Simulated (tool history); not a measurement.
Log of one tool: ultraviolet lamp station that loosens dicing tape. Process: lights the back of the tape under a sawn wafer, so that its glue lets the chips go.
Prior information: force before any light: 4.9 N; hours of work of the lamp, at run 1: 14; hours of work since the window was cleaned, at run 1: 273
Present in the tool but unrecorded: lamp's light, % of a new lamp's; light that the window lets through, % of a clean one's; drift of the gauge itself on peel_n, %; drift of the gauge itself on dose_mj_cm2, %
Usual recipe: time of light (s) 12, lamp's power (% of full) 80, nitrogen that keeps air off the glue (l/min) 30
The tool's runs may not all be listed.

run,hour,time of light (s),lamp's power (% of full),nitrogen that keeps air off the glue (l/min),hours of work of the lamp,hours of work since the window was cleaned,force that peels the tape off (N),light that reached the tape (mJ/cm2)
1,0,12,80,30,14,273,0.509,261
2,20.5,12,80,15,25,283,0.809,259
3,34.8,12,80,15,32,291,0.847,261
4,62,12,80,15,47,305,0.826,259
5,84.8,12,80,15,59,317,0.802,255
6,112,12,80,15,73,331,0.841,259
7,136.2,12,80,15,85,344,0.84,254
8,156.9,12,80,15,96,355,0.85,255
9,178.6,12,80,15,108,366,0.848,255
10,203.4,12,80,15,121,379,0.879,248
11,219,12,80,15,129,387,0.881,245
12,233.1,12,80,15,136,394,0.866,249
13,262.1,12,93,30,151,409,0.449,283
# hour 269.7: window cleaned of glue's vapour
14,278.8,12,93,30,160,5,0.486,269
15,296.6,12,80,30,169,14,0.587,233
16,315,12,80,30,179,24,0.634,228
17,329.9,15,80,30,186,31,0.464,289
18,347.1,12,80,30,195,40,0.635,228
19,373.5,12,80,30,209,54,0.651,226
20,395.4,12,80,30,221,66,0.651,221
21,414.3,13,77,9,230,76,1.269,232
# hour 430: window cleaned of glue's vapour, once more
22,437.9,13,77,9,242,4,1.042,273
23,456.3,13,77,9,252,14,1.072,276
24,483.6,12,66,15,266,28,1.077,213
25,508.7,12,66,11,279,41,1.284,211
26,521.7,17,66,11,286,48,0.784,299
27,534.2,14,95,30,293,54,0.351,355
28,546.4,11,63,30,299,61,0.881,187
29,571.4,11,63,30,312,74,0.894,184
30,591.6,14,75,13,323,84,0.827,274
31,617.1,18,65,13,336,98,0.718,305
32,637.7,13,89,10,347,109,0.879,295
33,665.4,14,87,10,361,123,0.783,309
34,688.9,12,63,10,374,135,1.49,195
35,704,12,69,33,381,143,0.712,210
36,726.8,13,78,12,393,155,0.959,255
37,739,19,69,21,400,161,0.473,329
38,767.2,8,79,21,415,176,1.331,155
39,784.3,23,72,40,423,185,0.275,408

Entry by entry between the runs, the difference in hidden state between the last listed run before and the first listed run after:
From run 13 to run 14: window cleaned of glue's vapour (hour 269.7)
  lamp's light, % of a new lamp's: 94.7 -> 94.4; light that the window lets through, % of a clean one's: 89.4 -> 85.9
  what was measured, less what the result would be without the hidden state, force that peels the tape off (N): +0.093 -> +0.123; light that reached the tape (mJ/cm2): -52 -> -63
From run 21 to run 22: window cleaned of glue's vapour, once more (hour 430)
  lamp's light, % of a new lamp's: 92.1 -> 91.7; light that the window lets through, % of a clean one's: 84.3 -> 99.7
  what was measured, less what the result would be without the hidden state, force that peels the tape off (N): +0.36 -> +0.121; light that reached the tape (mJ/cm2): -68 -> -26
